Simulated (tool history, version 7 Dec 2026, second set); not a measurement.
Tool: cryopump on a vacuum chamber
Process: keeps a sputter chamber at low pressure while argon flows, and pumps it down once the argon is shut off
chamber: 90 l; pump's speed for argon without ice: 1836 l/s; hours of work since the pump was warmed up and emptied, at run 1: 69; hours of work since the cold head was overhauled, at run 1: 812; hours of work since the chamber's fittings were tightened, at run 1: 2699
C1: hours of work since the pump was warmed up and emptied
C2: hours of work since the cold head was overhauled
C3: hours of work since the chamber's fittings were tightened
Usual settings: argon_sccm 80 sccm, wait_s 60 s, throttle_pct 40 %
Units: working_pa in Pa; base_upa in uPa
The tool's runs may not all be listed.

run 1 hour=0.0 | argon_sccm=80 wait_s=60 throttle_pct=40 | C1=69 C2=812 C3=2699 | working_pa=0.1874 base_upa=2.60
run 2 hour=79.6 | argon_sccm=80 wait_s=60 throttle_pct=40 | C1=107 C2=850 C3=2737 | working_pa=0.1882 base_upa=2.61
run 3 hour=175.7 | argon_sccm=80 wait_s=60 throttle_pct=40 | C1=152 C2=895 C3=2783 | working_pa=0.1874 base_upa=2.68
run 4 hour=293.2 | argon_sccm=80 wait_s=60 throttle_pct=40 | C1=208 C2=951 C3=2838 | working_pa=0.1911 base_upa=2.74
run 5 hour=355.9 | argon_sccm=80 wait_s=146 throttle_pct=40 | C1=237 C2=981 C3=2868 | working_pa=0.1912 base_upa=1.99
run 6 hour=421.6 | argon_sccm=80 wait_s=60 throttle_pct=40 | C1=269 C2=1012 C3=2899 | working_pa=0.1938 base_upa=2.74
run 7 hour=515.3 | argon_sccm=80 wait_s=60 throttle_pct=40 | C1=313 C2=1056 C3=2943 | working_pa=0.1928 base_upa=2.85
run 8 hour=563.8 | argon_sccm=80 wait_s=60 throttle_pct=40 | C1=336 C2=1079 C3=2966 | working_pa=0.1953 base_upa=2.79
run 9 hour=666.9 | argon_sccm=80 wait_s=60 throttle_pct=40 | C1=385 C2=1128 C3=3015 | working_pa=0.1955 base_upa=2.85
run 10 hour=768.1 | argon_sccm=80 wait_s=60 throttle_pct=40 | C1=433 C2=1176 C3=3063 | working_pa=0.1962 base_upa=2.99
run 11 hour=839.0 | argon_sccm=80 wait_s=295 throttle_pct=40 | C1=466 C2=1209 C3=3096 | working_pa=0.1992 base_upa=1.95
run 12 hour=935.2 | argon_sccm=80 wait_s=240 throttle_pct=40 | C1=512 C2=1255 C3=3142 | working_pa=0.1987 base_upa=2.08
run 13 hour=1039.3 | argon_sccm=80 wait_s=137 throttle_pct=40 | C1=561 C2=1304 C3=3191 | working_pa=0.2019 base_upa=2.47
-- hour=1052.4 leaking fittings of the chamber tightened, without venting
run 14 hour=1106.2 | argon_sccm=80 wait_s=137 throttle_pct=40 | C1=592 C2=1335 C3=25 | working_pa=0.2033 base_upa=0.75
run 15 hour=1189.1 | argon_sccm=71 wait_s=60 throttle_pct=40 | C1=631 C2=1374 C3=65 | working_pa=0.1794 base_upa=1.48
-- hour=1301.0 pump warmed up, emptied and cooled again
run 16 hour=1301.0 | argon_sccm=71 wait_s=212 throttle_pct=40 | C1=0 C2=1425 C3=115 | working_pa=0.1640 base_upa=0.58
run 17 hour=1413.0 | argon_sccm=71 wait_s=212 throttle_pct=40 | C1=53 C2=1478 C3=168 | working_pa=0.1662 base_upa=0.63
run 18 hour=1485.6 | argon_sccm=64 wait_s=28 throttle_pct=19 | C1=87 C2=1512 C3=203 | working_pa=0.3125 base_upa=2.92
run 19 hour=1554.8 | argon_sccm=66 wait_s=184 throttle_pct=15 | C1=120 C2=1545 C3=235 | working_pa=0.4085 base_upa=0.65
run 20 hour=1623.8 | argon_sccm=66 wait_s=184 throttle_pct=20 | C1=153 C2=1577 C3=268 | working_pa=0.3073 base_upa=0.70
run 21 hour=1707.6 | argon_sccm=97 wait_s=60 throttle_pct=16 | C1=192 C2=1617 C3=308 | working_pa=0.5653 base_upa=1.59
run 22 hour=1771.9 | argon_sccm=97 wait_s=60 throttle_pct=16 | C1=223 C2=1647 C3=338 | working_pa=0.5710 base_upa=1.60
run 23 hour=1866.1 | argon_sccm=97 wait_s=60 throttle_pct=16 | C1=267 C2=1692 C3=383 | working_pa=0.5660 base_upa=1.57
run 24 hour=1970.1 | argon_sccm=80 wait_s=202 throttle_pct=31 | C1=317 C2=1741 C3=432 | working_pa=0.2465 base_upa=0.75
run 25 hour=2050.6 | argon_sccm=80 wait_s=85 throttle_pct=17 | C1=355 C2=1779 C3=470 | working_pa=0.4459 base_upa=1.35
run 26 hour=2110.3 | argon_sccm=80 wait_s=85 throttle_pct=23 | C1=383 C2=1808 C3=498 | working_pa=0.3338 base_upa=1.28
run 27 hour=2210.0 | argon_sccm=123 wait_s=52 throttle_pct=22 | C1=430 C2=1855 C3=546 | working_pa=0.5394 base_upa=1.92
run 28 hour=2276.6 | argon_sccm=80 wait_s=133 throttle_pct=40 | C1=462 C2=1886 C3=577 | working_pa=0.2002 base_upa=1.05
run 29 hour=2385.5 | argon_sccm=123 wait_s=237 throttle_pct=17 | C1=513 C2=1938 C3=629 | working_pa=0.6931 base_upa=0.79
run 30 hour=2434.4 | argon_sccm=80 wait_s=35 throttle_pct=24 | C1=536 C2=1961 C3=652 | working_pa=0.3243 base_upa=2.53
run 31 hour=2541.3 | argon_sccm=39 wait_s=60 throttle_pct=34 | C1=587 C2=2012 C3=702 | working_pa=0.1145 base_upa=1.82
run 32 hour=2603.5 | argon_sccm=80 wait_s=44 throttle_pct=16 | C1=616 C2=2041 C3=732 | working_pa=0.4811 base_upa=2.28
run 33 hour=2688.5 | argon_sccm=80 wait_s=22 throttle_pct=40 | C1=657 C2=2081 C3=772 | working_pa=0.2053 base_upa=4.03
-- hour=2746.9 pump warmed up, emptied and cooled again
run 34 hour=2789.0 | argon_sccm=52 wait_s=27 throttle_pct=40 | C1=20 C2=2126 C3=817 | working_pa=0.1217 base_upa=3.21

Forecast each of these 4 alternatives for the next run:
run A hour=2874.0 | argon_sccm=52 wait_s=27 throttle_pct=42 | C1=60 C2=2167 C3=857 | working_pa=? base_upa=?
run B hour=2874.0 | argon_sccm=52 wait_s=27 throttle_pct=18 | C1=60 C2=2167 C3=857 | working_pa=? base_upa=?
run C hour=2874.0 | argon_sccm=63 wait_s=120 throttle_pct=40 | C1=60 C2=2167 C3=857 | working_pa=? base_upa=?
run D hour=2874.0 | argon_sccm=80 wait_s=288 throttle_pct=53 | C1=60 C2=2167 C3=857 | working_pa=? base_upa=?

run=A working_pa=0.1148 base_upa=3.23
run=B working_pa=0.2703 base_upa=3.34
run=C working_pa=0.1490 base_upa=1.12
run=D working_pa=0.1429 base_upa=0.83
Without the tool's hidden state the same runs would have given:
run=A working_pa=0.1128 base_upa=2.85
run=B working_pa=0.2682 base_upa=2.96
run=C working_pa=0.1465 base_upa=0.75
run=D working_pa=0.1397 base_upa=0.45
